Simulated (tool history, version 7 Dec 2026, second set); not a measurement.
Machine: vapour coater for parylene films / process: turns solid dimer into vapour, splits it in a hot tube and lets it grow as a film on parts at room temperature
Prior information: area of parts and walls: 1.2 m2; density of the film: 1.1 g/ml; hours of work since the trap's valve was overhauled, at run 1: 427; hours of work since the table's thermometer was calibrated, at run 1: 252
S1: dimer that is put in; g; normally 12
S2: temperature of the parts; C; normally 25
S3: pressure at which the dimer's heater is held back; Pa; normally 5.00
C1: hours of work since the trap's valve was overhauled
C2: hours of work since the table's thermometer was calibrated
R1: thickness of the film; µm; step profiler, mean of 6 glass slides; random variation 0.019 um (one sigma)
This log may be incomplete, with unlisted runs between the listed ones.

Run 1, hour 0.0: usual settings; C1 427; C2 252. Result: R1 5.07 µm.
Run 2, hour 20.3: usual settings; C1 437; C2 262. Result: R1 5.08 µm.
Run 3, hour 43.1: usual settings; C1 449; C2 274. Result: R1 5.09 µm.
Run 4, hour 57.0: usual settings; C1 456; C2 281. Result: R1 5.08 µm.
Run 5, hour 79.2: usual settings; C1 467; C2 292. Result: R1 5.10 µm.
Run 6, hour 106.1: usual settings but S1 11 g; C1 481; C2 306. Result: R1 4.65 µm.
Run 7, hour 121.6: usual settings but S1 11 g; C1 489; C2 314. Result: R1 4.67 µm.
Run 8, hour 134.3: usual settings but S1 11 g; C1 495; C2 320. Result: R1 4.69 µm.
Run 9, hour 162.3: usual settings but S1 11 g; C1 510; C2 334. Result: R1 4.69 µm.
Run 10, hour 185.0: usual settings but S1 11 g; C1 521; C2 346. Result: R1 4.70 µm.
Run 11, hour 202.2: usual settings but S1 11 g; C1 530; C2 355. Result: R1 4.72 µm.
Run 12, hour 216.5: usual settings but S1 11 g; C1 537; C2 362. Result: R1 4.68 µm.
Run 13, hour 239.1: usual settings but S1 11 g; C1 549; C2 373. Result: R1 4.69 µm.
Run 14, hour 254.5: usual settings but S1 13 g; C1 557; C2 381. Result: R1 5.56 µm.
Run 15, hour 277.7: usual settings; C1 568; C2 393. Result: R1 5.12 µm.
Run 16, hour 289.9: usual settings; C1 575; C2 399. Result: R1 5.14 µm.
Run 17, hour 307.8: usual settings; C1 584; C2 408. Result: R1 5.14 µm.
Run 18, hour 322.3: usual settings; C1 591; C2 416. Result: R1 5.17 µm.
Run 19, hour 337.1: usual settings; C1 599; C2 423. Result: R1 5.15 µm.
Run 20, hour 354.3: usual settings; C1 607; C2 432. Result: R1 5.13 µm.
Run 21, hour 375.2: usual settings; C1 618; C2 443. Result: R1 5.16 µm.
Run 22, hour 398.9: usual settings; C1 630; C2 455. Result: R1 5.19 µm.
Run 23, hour 425.3: usual settings; C1 644; C2 468. Result: R1 5.17 µm.
Run 24, hour 445.9: usual settings; C1 654; C2 479. Result: R1 5.20 µm.
Run 25, hour 458.6: usual settings but S1 7 g, S2 29 C; C1 660; C2 485. Result: R1 2.76 µm.
Run 26, hour 477.0: usual settings but S1 7 g, S2 29 C; C1 670; C2 495. Result: R1 2.75 µm.
At hour 506.6: trap's valve overhauled.
Run 27, hour 506.6: usual settings but S1 7 g, S2 26 C, S3 4.27 Pa; C1 0; C2 508. Result: R1 3.05 µm.
Run 28, hour 523.3: usual settings but S1 8 g; C1 8; C2 516. Result: R1 3.45 µm.
Run 29, hour 547.5: usual settings but S1 7 g; C1 21; C2 528. Result: R1 3.05 µm.
Run 30, hour 568.9: usual settings but S1 7 g, S2 19 C, S3 3.03 Pa; C1 32; C2 539. Result: R1 3.78 µm.
Run 31, hour 594.6: usual settings but S2 29 C; C1 45; C2 552. Result: R1 4.78 µm.
Run 32, hour 612.2: usual settings but S1 15 g, S2 20 C, S3 5.15 Pa; C1 54; C2 561. Result: R1 7.27 µm.
Run 33, hour 628.3: usual settings but S3 3.62 Pa; C1 62; C2 569. Result: R1 5.53 µm.
Run 34, hour 652.2: usual settings but S1 19 g, S3 11.42 Pa; C1 74; C2 582. Result: R1 7.18 µm.
At hour 676.7: gauge calibrated.
Run 35, hour 676.8: usual settings but S1 19 g, S3 11.42 Pa; C1 87; C2 594. Result: R1 7.07 µm.
Run 36, hour 696.2: usual settings but S1 8 g, S2 21 C, S3 4.25 Pa; C1 96; C2 604. Result: R1 3.83 µm.
Run 37, hour 724.3: usual settings but S1 8 g, S2 31 C, S3 2.37 Pa; C1 111; C2 618. Result: R1 3.37 µm.
Run 38, hour 744.1: usual settings but S1 9 g, S2 31 C, S3 2.94 Pa; C1 121; C2 628. Result: R1 3.64 µm.
Run 39, hour 761.5: usual settings but S2 19 C, S3 4.64 Pa; C1 130; C2 637. Result: R1 5.92 µm.
Run 40, hour 783.6: usual settings but S1 9 g, S2 28 C, S3 6.67 Pa; C1 141; C2 648. Result: R1 3.39 µm.
Run 41, hour 810.7: usual settings but S1 19 g, S2 22 C, S3 5.04 Pa; C1 155; C2 662. Result: R1 8.68 µm.
Run 42, hour 825.3: usual settings but S1 15 g, S2 21 C, S3 5.04 Pa; C1 162; C2 670. Result: R1 7.04 µm.
Run 43, hour 837.6: usual settings but S2 33 C, S3 3.17 Pa; C1 168; C2 676. Result: R1 4.62 µm.
Run 44, hour 862.9: usual settings but S1 17 g, S2 22 C, S3 8.43 Pa; C1 181; C2 689. Result: R1 7.16 µm.
Run 45, hour 890.1: usual settings but S1 6 g, S2 30 C, S3 2.23 Pa; C1 195; C2 703. Result: R1 2.63 µm.
Run 46, hour 915.1: usual settings but S1 5 g, S2 21 C, S3 3.11 Pa; C1 208; C2 715. Result: R1 2.54 µm.
Run 47, hour 941.5: usual settings but S1 13 g, S2 29 C, S3 2.27 Pa; C1 221; C2 729. Result: R1 5.80 µm.

4 options for the next run, each taken on its own from the tool as it stands now. Forecast them:
Run A, hour 956.0: usual settings but S1 21 g, S2 26 C, S3 5.10 Pa; C1 229; C2 736. Result: R1 ?.
Run B, hour 956.0: usual settings but S1 6 g, S2 20 C; C1 229; C2 736. Result: R1 ?.
Run C, hour 956.0: usual settings but S2 28 C, S3 6.08 Pa; C1 229; C2 736. Result: R1 ?.
Run D, hour 956.0: usual settings but S1 11 g, S2 29 C, S3 3.75 Pa; C1 229; C2 736. Result: R1 ?.

run    R1
  A  8.85
  B  2.89
  C  4.67
  D  4.53
Take away the tool's hidden state, keep each run's random variation, and the runs would have read:
run    R1
  A  8.76
  B  2.86
  C  4.63
  D  4.48
